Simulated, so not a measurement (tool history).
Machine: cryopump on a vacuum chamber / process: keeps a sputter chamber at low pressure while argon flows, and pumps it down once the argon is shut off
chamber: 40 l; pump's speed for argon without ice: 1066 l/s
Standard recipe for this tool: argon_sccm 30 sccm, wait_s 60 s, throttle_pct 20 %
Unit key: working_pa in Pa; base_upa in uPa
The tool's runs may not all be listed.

run 1 hour=0 | argon_sccm=30 wait_s=60 throttle_pct=20 | working_pa=0.2385 base_upa=2.63
run 2 hour=9.3 | argon_sccm=30 wait_s=60 throttle_pct=20 | working_pa=0.2379 base_upa=2.68
run 3 hour=20.2 | argon_sccm=30 wait_s=60 throttle_pct=20 | working_pa=0.2375 base_upa=2.64
run 4 hour=32 | argon_sccm=30 wait_s=60 throttle_pct=20 | working_pa=0.2384 base_upa=2.76
run 5 hour=46.8 | argon_sccm=30 wait_s=60 throttle_pct=20 | working_pa=0.239 base_upa=2.72
run 6 hour=57 | argon_sccm=30 wait_s=60 throttle_pct=20 | working_pa=0.2403 base_upa=2.71
run 7 hour=72.5 | argon_sccm=30 wait_s=60 throttle_pct=20 | working_pa=0.2373 base_upa=2.81
run 8 hour=80.7 | argon_sccm=30 wait_s=56 throttle_pct=20 | working_pa=0.24 base_upa=2.74
run 9 hour=96.4 | argon_sccm=30 wait_s=56 throttle_pct=20 | working_pa=0.2393 base_upa=2.72
run 10 hour=110.2 | argon_sccm=30 wait_s=60 throttle_pct=20 | working_pa=0.2382 base_upa=2.85
run 11 hour=122.5 | argon_sccm=30 wait_s=60 throttle_pct=20 | working_pa=0.2402 base_upa=2.77
run 12 hour=136.4 | argon_sccm=21 wait_s=60 throttle_pct=20 | working_pa=0.1677 base_upa=2.84
run 13 hour=144.5 | argon_sccm=30 wait_s=142 throttle_pct=18 | working_pa=0.266 base_upa=2.06
run 14 hour=158.7 | argon_sccm=16 wait_s=62 throttle_pct=44 | working_pa=0.0583 base_upa=2.79
run 15 hour=174 | argon_sccm=16 wait_s=127 throttle_pct=34 | working_pa=0.0756 base_upa=2.15
run 16 hour=187.8 | argon_sccm=41 wait_s=45 throttle_pct=27 | working_pa=0.2419 base_upa=3.29
run 17 hour=199 | argon_sccm=41 wait_s=45 throttle_pct=27 | working_pa=0.2419 base_upa=3.31
run 18 hour=206.9 | argon_sccm=41 wait_s=45 throttle_pct=27 | working_pa=0.2431 base_upa=3.27
run 19 hour=217.4 | argon_sccm=41 wait_s=45 throttle_pct=27 | working_pa=0.2423 base_upa=3.24

Hidden state or all else? Some run-to-run changes of working_pa, split into what the settings, what came in and random variation would give without the hidden state, and what is left for the hidden state (with any gauge scatter that isn't in both results):
The hidden state here: pump's speed, % of a pump's without ice; cold plate's temperature, K; leak into the chamber, uPa l/s; drift of the gauge itself on working_pa, %; drift of the gauge itself on base_upa, %.
Run 13 -> 14: argon_sccm 30 -> 16, wait_s 142 -> 62, throttle_pct 18 -> 44. working_pa -0.2077 Pa: hidden state -0.0004, all else -0.2073.
Run 15 -> 16: argon_sccm 16 -> 41, wait_s 127 -> 45, throttle_pct 34 -> 27. working_pa +0.1663 Pa: hidden state +0.001, all else +0.1653.

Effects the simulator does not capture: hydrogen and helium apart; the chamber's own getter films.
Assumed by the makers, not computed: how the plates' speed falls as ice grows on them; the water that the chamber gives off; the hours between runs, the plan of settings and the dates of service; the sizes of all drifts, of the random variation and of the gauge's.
